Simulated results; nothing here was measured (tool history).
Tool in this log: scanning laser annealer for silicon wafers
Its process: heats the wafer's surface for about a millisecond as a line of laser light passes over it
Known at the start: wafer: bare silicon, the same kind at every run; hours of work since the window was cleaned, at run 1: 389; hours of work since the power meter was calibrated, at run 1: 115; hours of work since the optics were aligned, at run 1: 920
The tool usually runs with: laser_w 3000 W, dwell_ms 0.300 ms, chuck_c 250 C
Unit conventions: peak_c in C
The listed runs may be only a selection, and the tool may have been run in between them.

| run | hour | laser_w | dwell_ms | chuck_c | hours of work since the window was cleaned | hours of work since the power meter was calibrated | hours of work since the optics were aligned | peak_c |
|---|---|---|---|---|---|---|---|---|
| 1 | 0.0 | 3000 | 0.300 | 250 | 389 | 115 | 920 | 967 |
| 2 | 7.1 | 2986 | 0.300 | 250 | 393 | 119 | 924 | 964 |
| 3 | 15.1 | 2986 | 0.252 | 250 | 397 | 123 | 928 | 909 |
| 4 | 20.5 | 2986 | 0.252 | 250 | 400 | 126 | 931 | 908 |
| 5 | 26.0 | 2986 | 0.252 | 250 | 403 | 129 | 934 | 910 |
| 6 | 37.6 | 3000 | 0.300 | 250 | 409 | 135 | 940 | 968 |
| 7 | 46.8 | 3000 | 0.300 | 250 | 414 | 140 | 945 | 965 |
| 8 | 53.1 | 3286 | 0.300 | 250 | 417 | 144 | 949 | 1053 |
| 9 | 60.7 | 3286 | 0.300 | 250 | 421 | 148 | 953 | 1052 |
| 10 | 69.3 | 3286 | 0.300 | 250 | 426 | 152 | 957 | 1052 |
| 11 | 79.9 | 3000 | 0.300 | 250 | 431 | 158 | 963 | 964 |
| 12 | 90.7 | 3000 | 0.300 | 261 | 437 | 163 | 969 | 974 |
| 13 | 99.3 | 3000 | 0.300 | 261 | 442 | 168 | 973 | 975 |
| 14 | 110.0 | 3000 | 0.300 | 261 | 447 | 174 | 979 | 975 |
| 15 | 118.8 | 3000 | 0.300 | 261 | 452 | 178 | 984 | 974 |
| 16 | 129.6 | 3000 | 0.342 | 282 | 458 | 184 | 989 | 1037 |
| 17 | 141.1 | 3000 | 0.342 | 261 | 464 | 190 | 995 | 1016 |
| 18 | 151.7 | 3000 | 0.330 | 265 | 469 | 196 | 1001 | 1009 |
| 19 | 164.6 | 2586 | 0.298 | 265 | 476 | 203 | 1008 | 856 |
| 20 | 171.7 | 3244 | 0.300 | 251 | 480 | 207 | 1012 | 1036 |
| 21 | 177.9 | 2877 | 0.300 | 211 | 483 | 210 | 1015 | 889 |
| 22 | 188.9 | 2879 | 0.219 | 250 | 489 | 216 | 1021 | 837 |
| 23 | 201.2 | 2909 | 0.219 | 227 | 496 | 222 | 1027 | 821 |
| 24 | 213.5 | 3000 | 0.300 | 230 | 502 | 229 | 1034 | 943 |
| 25 | 220.4 | 2554 | 0.222 | 239 | 506 | 232 | 1038 | 746 |
| 26 | 232.9 | 3000 | 0.287 | 230 | 513 | 239 | 1044 | 923 |
| 27 | 241.2 | 2944 | 0.353 | 250 | 517 | 244 | 1049 | 997 |
| 28 | 249.2 | 2654 | 0.240 | 250 | 521 | 248 | 1053 | 800 |
| 29 | 260.6 | 3175 | 0.305 | 273 | 527 | 254 | 1059 | 1041 |
| 30 | 266.6 | 3175 | 0.305 | 273 | 531 | 257 | 1062 | 1042 |

Branching from run 30: 4 alternative next runs. What would each branch give?
| A | 279.3 | 2728 | 0.360 | 219 | 537 | 264 | 1069 | ? |
| B | 279.3 | 2974 | 0.371 | 250 | 537 | 264 | 1069 | ? |
| C | 279.3 | 3000 | 0.350 | 272 | 537 | 264 | 1069 | ? |
| D | 279.3 | 3000 | 0.286 | 269 | 537 | 264 | 1069 | ? |

| run | peak_c |
|---|---|
| A | 902 |
| B | 1021 |
| C | 1035 |
| D | 963 |
What these runs would have given with no unlogged condition in the tool:
| run | peak_c |
|---|---|
| A | 930 |
| B | 1053 |
| C | 1066 |
| D | 992 |
